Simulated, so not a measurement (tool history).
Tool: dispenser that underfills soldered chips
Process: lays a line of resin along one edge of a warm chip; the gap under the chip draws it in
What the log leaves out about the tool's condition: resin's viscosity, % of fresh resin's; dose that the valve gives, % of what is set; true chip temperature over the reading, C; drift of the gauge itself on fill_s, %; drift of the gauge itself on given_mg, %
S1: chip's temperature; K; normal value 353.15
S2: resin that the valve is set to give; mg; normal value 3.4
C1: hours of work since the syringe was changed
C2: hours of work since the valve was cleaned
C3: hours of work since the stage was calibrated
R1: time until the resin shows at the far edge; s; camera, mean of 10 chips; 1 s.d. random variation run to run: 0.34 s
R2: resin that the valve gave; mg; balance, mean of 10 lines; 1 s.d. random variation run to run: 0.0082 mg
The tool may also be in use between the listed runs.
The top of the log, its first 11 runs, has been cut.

At hour 113.5: new syringe of resin.
Run 12, hour 118.5: usual settings but S1 361.15 K; C1 4; C2 18; C3 460. Result: R1 11.8 s, R2 3.337 mg.
At hour 123.6: new syringe of resin.
Run 13, hour 129.1: usual settings but S2 3.81 mg; C1 4; C2 26; C3 468. Result: R1 18.1 s, R2 3.716 mg.
At hour 133.3: new syringe of resin.
Run 14, hour 135.4: usual settings but S2 3.04 mg; C1 2; C2 30; C3 473. Result: R1 15.8 s, R2 2.962 mg.
At hour 143.4: new syringe of resin.
Run 15, hour 143.5: usual settings but S2 3.65 mg; C1 0; C2 36; C3 479. Result: R1 14.1 s, R2 3.533 mg.
At hour 153.3: new syringe of resin.
Run 16, hour 156.3: usual settings; C1 2; C2 46; C3 488. Result: R1 16 s, R2 3.262 mg.
At hour 163.6: new syringe of resin.
Run 17, hour 168.3: usual settings; C1 4; C2 55; C3 497. Result: R1 17.8 s, R2 3.235 mg.
At hour 174.3: new syringe of resin.
At hour 175.3: dispensing valve cleaned and set on the balance.
Run 18, hour 180.6: usual settings; C1 4; C2 4; C3 506. Result: R1 18.3 s, R2 3.398 mg.
At hour 185.2: new syringe of resin.
Run 19, hour 191.2: usual settings; C1 5; C2 12; C3 514. Result: R1 18.4 s, R2 3.375 mg.
At hour 195.2: new syringe of resin.
Run 20, hour 202.9: usual settings but S1 364.15 K, S2 4.16 mg; C1 6; C2 21; C3 523. Result: R1 12.2 s, R2 4.085 mg.
At hour 205.2: new syringe of resin.
At hour 215.2: new syringe of resin.
Run 21, hour 215.8: usual settings but S1 364.15 K, S2 4.16 mg; C1 0; C2 30; C3 532. Result: R1 8.2 s, R2 4.057 mg.
Run 22, hour 223.6: usual settings but S1 364.15 K, S2 4.16 mg; C1 6; C2 36; C3 538. Result: R1 12.3 s, R2 4.052 mg.
At hour 225.5: new syringe of resin.
Run 23, hour 234: usual settings but S2 4.34 mg; C1 7; C2 44; C3 546. Result: R1 20.9 s, R2 4.188 mg.
At hour 235.9: new syringe of resin.
Run 24, hour 243.2: usual settings but S1 340.15 K; C1 6; C2 51; C3 553. Result: R1 39.4 s, R2 3.24 mg.
At hour 245.8: new syringe of resin.
Run 25, hour 253.1: usual settings but S1 340.15 K; C1 6; C2 58; C3 560. Result: R1 39.6 s, R2 3.251 mg.
At hour 254.7: dispensing valve cleaned and set on the balance.
At hour 256.5: new syringe of resin.
Run 26, hour 265.8: usual settings but S1 347.15 K, S2 3.16 mg; C1 7; C2 8; C3 569. Result: R1 30.4 s, R2 3.131 mg.
At hour 266.7: new syringe of resin.
Run 27, hour 273.8: usual settings but S1 347.15 K, S2 2.97 mg; C1 5; C2 14; C3 575. Result: R1 27.5 s, R2 2.911 mg.
At hour 276.6: new syringe of resin.
Run 28, hour 285.7: usual settings but S2 3.44 mg; C1 7; C2 23; C3 584. Result: R1 20.8 s, R2 3.355 mg.
At hour 287: new syringe of resin.
Run 29, hour 294.3: usual settings but S1 355.15 K, S2 4.26 mg; C1 6; C2 29; C3 590. Result: R1 17.7 s, R2 4.142 mg.
At hour 296.9: new syringe of resin.
Run 30, hour 299.8: usual settings but S1 349.15 K; C1 2; C2 33; C3 594. Result: R1 18.9 s, R2 3.293 mg.
At hour 307.1: new syringe of resin.
Run 31, hour 310.4: usual settings but S2 2.9 mg; C1 3; C2 41; C3 602. Result: R1 17 s, R2 2.791 mg.
At hour 317.1: new syringe of resin.
Run 32, hour 319: usual settings but S2 3.27 mg; C1 1; C2 48; C3 608. Result: R1 14.8 s, R2 3.139 mg.
At hour 327.6: new syringe of resin.
Run 33, hour 327.6: usual settings but S2 3.03 mg; C1 0; C2 54; C3 615. Result: R1 13.9 s, R2 2.87 mg.
At hour 334.6: dispensing valve cleaned and set on the balance.
At hour 338.4: new syringe of resin.
Run 34, hour 338.8: usual settings but S1 364.15 K, S2 2.91 mg; C1 0; C2 3; C3 622. Result: R1 8.5 s, R2 2.899 mg.
Run 35, hour 345.1: usual settings but S1 341.15 K, S2 3.26 mg; C1 5; C2 8; C3 627. Result: R1 35.5 s, R2 3.243 mg.

Branching from run 35: 3 alternative next runs. What would each branch give?
At hour 348.7: new syringe of resin.
Run A, hour 355.3: usual settings but S1 346.15 K, S2 4.32 mg; C1 5; C2 15; C3 635. Result: R1 ?, R2 ?.
At hour 348.7: new syringe of resin.
Run B, hour 355.3: usual settings but S1 358.15 K, S2 3.57 mg; C1 5; C2 15; C3 635. Result: R1 ?, R2 ?.
At hour 348.7: new syringe of resin.
Run C, hour 355.3: usual settings but S1 344.15 K, S2 3.59 mg; C1 5; C2 15; C3 635. Result: R1 ?, R2 ?.

run    R1     R2
  A  25.9  4.265
  B  14.6  3.508
  C  28.5  3.549
Without the tool's hidden state the same runs would have given:
run    R1     R2
  A  22.1  4.325
  B  12.4  3.558
  C  24.3  3.599

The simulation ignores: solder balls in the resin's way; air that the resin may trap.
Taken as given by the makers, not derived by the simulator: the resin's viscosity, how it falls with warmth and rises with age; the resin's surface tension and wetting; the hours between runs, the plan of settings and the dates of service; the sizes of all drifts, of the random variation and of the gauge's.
